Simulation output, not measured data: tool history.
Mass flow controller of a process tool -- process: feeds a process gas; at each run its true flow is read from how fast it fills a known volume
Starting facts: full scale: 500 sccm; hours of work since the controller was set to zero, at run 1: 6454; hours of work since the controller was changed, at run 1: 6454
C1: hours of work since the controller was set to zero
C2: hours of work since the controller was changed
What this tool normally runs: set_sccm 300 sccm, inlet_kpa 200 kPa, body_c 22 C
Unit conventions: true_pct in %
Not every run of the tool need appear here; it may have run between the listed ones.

{"run": 1, "hour": 0.0, "set_sccm": 300, "inlet_kpa": 200, "body_c": 22, "C1": 6454, "C2": 6454, "true_pct": 103.23}
{"hour": 222.2, "done": "controller's zero set anew"}
{"run": 2, "hour": 275.4, "set_sccm": 300, "inlet_kpa": 200, "body_c": 22, "C1": 34, "C2": 6630, "true_pct": 104.61}
{"run": 3, "hour": 552.7, "set_sccm": 247, "inlet_kpa": 200, "body_c": 22, "C1": 212, "C2": 6808, "true_pct": 105.5}
{"run": 4, "hour": 766.6, "set_sccm": 247, "inlet_kpa": 200, "body_c": 22, "C1": 349, "C2": 6945, "true_pct": 105.41}
{"run": 5, "hour": 1059.0, "set_sccm": 247, "inlet_kpa": 200, "body_c": 22, "C1": 536, "C2": 7132, "true_pct": 105.72}
{"hour": 1098.4, "done": "controller's zero set anew, once more"}
{"run": 6, "hour": 1184.8, "set_sccm": 247, "inlet_kpa": 200, "body_c": 22, "C1": 55, "C2": 7212, "true_pct": 101.26}
{"run": 7, "hour": 1418.5, "set_sccm": 247, "inlet_kpa": 200, "body_c": 22, "C1": 205, "C2": 7362, "true_pct": 101.4}
{"run": 8, "hour": 1570.3, "set_sccm": 300, "inlet_kpa": 172, "body_c": 22, "C1": 302, "C2": 7459, "true_pct": 101.36}
{"hour": 1671.7, "done": "controller exchanged for a calibrated one"}
{"run": 9, "hour": 1764.6, "set_sccm": 300, "inlet_kpa": 200, "body_c": 31, "C1": 59, "C2": 59, "true_pct": 100.45}
{"run": 10, "hour": 2041.1, "set_sccm": 300, "inlet_kpa": 200, "body_c": 22, "C1": 237, "C2": 237, "true_pct": 99.88}
{"run": 11, "hour": 2189.1, "set_sccm": 300, "inlet_kpa": 200, "body_c": 22, "C1": 331, "C2": 331, "true_pct": 99.87}
{"run": 12, "hour": 2420.7, "set_sccm": 300, "inlet_kpa": 200, "body_c": 22, "C1": 480, "C2": 480, "true_pct": 99.77}
{"run": 13, "hour": 2656.6, "set_sccm": 300, "inlet_kpa": 200, "body_c": 22, "C1": 631, "C2": 631, "true_pct": 100.21}
{"run": 14, "hour": 2886.5, "set_sccm": 300, "inlet_kpa": 200, "body_c": 22, "C1": 778, "C2": 778, "true_pct": 100.12}
{"run": 15, "hour": 3155.1, "set_sccm": 300, "inlet_kpa": 200, "body_c": 22, "C1": 950, "C2": 950, "true_pct": 100.28}
{"run": 16, "hour": 3372.4, "set_sccm": 300, "inlet_kpa": 200, "body_c": 22, "C1": 1089, "C2": 1089, "true_pct": 100.31}
{"run": 17, "hour": 3640.6, "set_sccm": 138, "inlet_kpa": 200, "body_c": 22, "C1": 1261, "C2": 1261, "true_pct": 100.89}
{"run": 18, "hour": 3782.4, "set_sccm": 300, "inlet_kpa": 200, "body_c": 22, "C1": 1352, "C2": 1352, "true_pct": 100.51}
{"run": 19, "hour": 4010.9, "set_sccm": 300, "inlet_kpa": 200, "body_c": 22, "C1": 1498, "C2": 1498, "true_pct": 100.7}
{"run": 20, "hour": 4146.8, "set_sccm": 300, "inlet_kpa": 200, "body_c": 39, "C1": 1585, "C2": 1585, "true_pct": 102.24}
{"run": 21, "hour": 4374.4, "set_sccm": 300, "inlet_kpa": 200, "body_c": 22, "C1": 1731, "C2": 1731, "true_pct": 100.95}
{"run": 22, "hour": 4512.9, "set_sccm": 300, "inlet_kpa": 200, "body_c": 22, "C1": 1820, "C2": 1820, "true_pct": 100.79}
{"run": 23, "hour": 4795.1, "set_sccm": 300, "inlet_kpa": 181, "body_c": 22, "C1": 2001, "C2": 2001, "true_pct": 100.73}
{"run": 24, "hour": 5076.1, "set_sccm": 116, "inlet_kpa": 157, "body_c": 22, "C1": 2180, "C2": 2180, "true_pct": 101.64}
{"run": 25, "hour": 5219.9, "set_sccm": 95, "inlet_kpa": 266, "body_c": 23, "C1": 2273, "C2": 2273, "true_pct": 103.06}
{"run": 26, "hour": 5395.6, "set_sccm": 306, "inlet_kpa": 200, "body_c": 22, "C1": 2385, "C2": 2385, "true_pct": 101.15}
{"run": 27, "hour": 5560.9, "set_sccm": 306, "inlet_kpa": 200, "body_c": 22, "C1": 2491, "C2": 2491, "true_pct": 101.09}
{"run": 28, "hour": 5797.8, "set_sccm": 160, "inlet_kpa": 162, "body_c": 22, "C1": 2643, "C2": 2643, "true_pct": 101.67}
{"run": 29, "hour": 6100.1, "set_sccm": 160, "inlet_kpa": 162, "body_c": 22, "C1": 2836, "C2": 2836, "true_pct": 101.8}
{"run": 30, "hour": 6224.8, "set_sccm": 194, "inlet_kpa": 162, "body_c": 36, "C1": 2916, "C2": 2916, "true_pct": 102.71}
{"run": 31, "hour": 6498.4, "set_sccm": 194, "inlet_kpa": 162, "body_c": 37, "C1": 3091, "C2": 3091, "true_pct": 103.04}
{"run": 32, "hour": 6753.6, "set_sccm": 194, "inlet_kpa": 162, "body_c": 37, "C1": 3255, "C2": 3255, "true_pct": 103.06}
{"run": 33, "hour": 7008.8, "set_sccm": 194, "inlet_kpa": 162, "body_c": 37, "C1": 3418, "C2": 3418, "true_pct": 103.13}
{"run": 34, "hour": 7312.9, "set_sccm": 201, "inlet_kpa": 178, "body_c": 38, "C1": 3613, "C2": 3613, "true_pct": 103.41}
{"run": 35, "hour": 7487.1, "set_sccm": 201, "inlet_kpa": 239, "body_c": 27, "C1": 3725, "C2": 3725, "true_pct": 103.08}
{"run": 36, "hour": 7618.4, "set_sccm": 102, "inlet_kpa": 199, "body_c": 37, "C1": 3809, "C2": 3809, "true_pct": 105.47}
{"run": 37, "hour": 7882.2, "set_sccm": 270, "inlet_kpa": 160, "body_c": 37, "C1": 3978, "C2": 3978, "true_pct": 103.16}
{"run": 38, "hour": 8075.1, "set_sccm": 132, "inlet_kpa": 191, "body_c": 33, "C1": 4101, "C2": 4101, "true_pct": 104.36}
{"run": 39, "hour": 8324.4, "set_sccm": 318, "inlet_kpa": 191, "body_c": 35, "C1": 4261, "C2": 4261, "true_pct": 103.11}
{"run": 40, "hour": 8581.0, "set_sccm": 104, "inlet_kpa": 276, "body_c": 22, "C1": 4425, "C2": 4425, "true_pct": 105.37}
{"run": 41, "hour": 8864.3, "set_sccm": 70, "inlet_kpa": 221, "body_c": 32, "C1": 4607, "C2": 4607, "true_pct": 108.11}
{"run": 42, "hour": 9001.6, "set_sccm": 367, "inlet_kpa": 209, "body_c": 22, "C1": 4695, "C2": 4695, "true_pct": 102.22}
{"run": 43, "hour": 9304.9, "set_sccm": 60, "inlet_kpa": 227, "body_c": 36, "C1": 4889, "C2": 4889, "true_pct": 110.07}

Below, some changes in true_pct between adjacent runs. For each, the amount present without the hidden state too (settings, incoming material, random variation) and the amount remaining for the hidden state with gauge scatter not shared by both compared results:
Unlogged tool condition in this case: flow at rest that the sensor doesn't see, % of full scale; true flow over the shown one, %; drift of the gauge itself on true_pct, %.
Run 5 -> 6: controller's zero set anew, once more. true_pct -4.46 %: hidden state -4.24, all else -0.22.
Run 41 -> 42: set_sccm 70 -> 367, inlet_kpa 221 -> 209, body_c 32 -> 22. true_pct -5.89 %: hidden state -5.25, all else -0.64.
Run 42 -> 43: set_sccm 367 -> 60, inlet_kpa 209 -> 227, body_c 22 -> 36. true_pct +7.85 %: hidden state +6.86, all else +0.99.
